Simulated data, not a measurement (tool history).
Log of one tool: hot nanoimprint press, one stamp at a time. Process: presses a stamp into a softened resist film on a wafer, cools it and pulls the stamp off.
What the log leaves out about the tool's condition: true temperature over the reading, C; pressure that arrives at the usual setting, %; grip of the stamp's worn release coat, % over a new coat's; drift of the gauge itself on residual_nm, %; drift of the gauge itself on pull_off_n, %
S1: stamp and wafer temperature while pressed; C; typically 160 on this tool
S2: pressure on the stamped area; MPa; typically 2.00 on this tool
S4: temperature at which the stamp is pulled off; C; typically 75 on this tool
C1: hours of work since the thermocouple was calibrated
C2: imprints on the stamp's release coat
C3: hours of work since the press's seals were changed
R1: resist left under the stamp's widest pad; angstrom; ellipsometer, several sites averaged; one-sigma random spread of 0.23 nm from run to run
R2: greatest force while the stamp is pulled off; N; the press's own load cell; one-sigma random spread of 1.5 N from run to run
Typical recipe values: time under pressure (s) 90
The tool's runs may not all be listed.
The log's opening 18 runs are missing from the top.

{"run": 19, "hour": 138.8, "S1": 160, "S2": 1.59, "time under pressure (s)": 79, "S4": 74, "C1": 7, "C2": 816, "C3": 248, "R1": 1362, "R2": 159}
{"run": 20, "hour": 145.4, "S1": 168, "S2": 1.59, "time under pressure (s)": 79, "S4": 74, "C1": 13, "C2": 854, "C3": 254, "R1": 1023, "R2": 159}
{"run": 21, "hour": 150.6, "S1": 168, "S2": 1.59, "time under pressure (s)": 79, "S4": 74, "C1": 17, "C2": 884, "C3": 258, "R1": 1021, "R2": 163}
{"run": 22, "hour": 158.9, "S1": 168, "S2": 1.59, "time under pressure (s)": 79, "S4": 74, "C1": 23, "C2": 933, "C3": 264, "R1": 1020, "R2": 163}
{"run": 23, "hour": 166.5, "S1": 171, "S2": 2.03, "time under pressure (s)": 82, "S4": 61, "C1": 29, "C2": 978, "C3": 270, "R1": 803, "R2": 206}
{"run": 24, "hour": 176.1, "S1": 158, "S2": 2.0, "time under pressure (s)": 90, "S4": 75, "C1": 37, "C2": 1034, "C3": 278, "R1": 1263, "R2": 163}
{"run": 25, "hour": 185.3, "S1": 158, "S2": 2.0, "time under pressure (s)": 90, "S4": 75, "C1": 44, "C2": 1087, "C3": 285, "R1": 1263, "R2": 161}
{"run": 26, "hour": 191.0, "S1": 160, "S2": 1.34, "time under pressure (s)": 90, "S4": 75, "C1": 49, "C2": 1121, "C3": 290, "R1": 1396, "R2": 161}
{"run": 27, "hour": 199.3, "S1": 164, "S2": 2.0, "time under pressure (s)": 90, "S4": 81, "C1": 55, "C2": 1169, "C3": 296, "R1": 1003, "R2": 142}
{"run": 28, "hour": 205.6, "S1": 164, "S2": 2.0, "time under pressure (s)": 90, "S4": 81, "C1": 60, "C2": 1206, "C3": 301, "R1": 1004, "R2": 143}
{"run": 29, "hour": 215.1, "S1": 160, "S2": 2.0, "time under pressure (s)": 90, "S4": 62, "C1": 68, "C2": 1262, "C3": 309, "R1": 1166, "R2": 209}
{"run": 30, "hour": 219.7, "S1": 149, "S2": 2.48, "time under pressure (s)": 61, "S4": 63, "C1": 71, "C2": 1289, "C3": 313, "R1": 1856, "R2": 206}

3 ways to go on from here, each from the tool as it stands after run 30. What would each give?
{"run": "A", "hour": 226.6, "S1": 149, "S2": 2.48, "time under pressure (s)": 132, "S4": 63, "C1": 77, "C2": 1329, "C3": 318, "R1": "?", "R2": "?"}
{"run": "B", "hour": 226.6, "S1": 149, "S2": 1.53, "time under pressure (s)": 61, "S4": 63, "C1": 77, "C2": 1329, "C3": 318, "R1": "?", "R2": "?"}
{"run": "C", "hour": 226.6, "S1": 153, "S2": 2.48, "time under pressure (s)": 61, "S4": 75, "C1": 77, "C2": 1329, "C3": 318, "R1": "?", "R2": "?"}

run=A R1=1427 R2=206
run=B R1=2142 R2=207
run=C R1=1616 R2=164
Take away the tool's hidden state, keep each run's random variation, and the runs would have read:
run=A R1=1415 R2=185
run=B R1=2138 R2=186
run=C R1=1604 R2=147
